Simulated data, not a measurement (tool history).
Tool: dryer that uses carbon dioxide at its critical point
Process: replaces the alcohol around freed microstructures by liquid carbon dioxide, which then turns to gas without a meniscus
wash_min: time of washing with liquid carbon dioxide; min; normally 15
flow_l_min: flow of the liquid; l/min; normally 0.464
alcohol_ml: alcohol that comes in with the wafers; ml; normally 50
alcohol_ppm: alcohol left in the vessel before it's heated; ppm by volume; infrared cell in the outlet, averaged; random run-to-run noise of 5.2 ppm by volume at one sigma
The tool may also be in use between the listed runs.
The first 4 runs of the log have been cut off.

run	hour	wash_min	flow_l_min	alcohol_ml	alcohol_ppm
5	37.0	15	0.505	50	66
6	46.4	15	0.464	50	114
7	57.0	15	0.464	102	239
8	68.9	15	0.464	82	194
9	75.3	15	0.666	50	26
10	81.9	15	0.666	50	20
11	89.1	15	0.666	21	15
12	94.3	15	0.666	21	20
13	106.0	12	0.464	50	390
14	115.6	12	0.716	50	48
15	127.2	15	0.464	50	123
16	134.3	15	0.464	50	136
17	144.8	15	0.464	50	139
18	153.7	15	0.464	50	137
19	164.3	15	0.464	50	137
20	174.9	15	0.464	50	144
21	185.8	14	0.539	50	85
22	196.9	14	0.539	50	96
23	207.0	14	0.539	50	101

For run 24, what comes out?
24	212.9	15	0.464	36	?

{"run 24": {"alcohol_ppm": 106}}
If the tool had no hidden condition, the same run with the same run-to-run variation would have returned alcohol_ppm 73 ppm by volume.

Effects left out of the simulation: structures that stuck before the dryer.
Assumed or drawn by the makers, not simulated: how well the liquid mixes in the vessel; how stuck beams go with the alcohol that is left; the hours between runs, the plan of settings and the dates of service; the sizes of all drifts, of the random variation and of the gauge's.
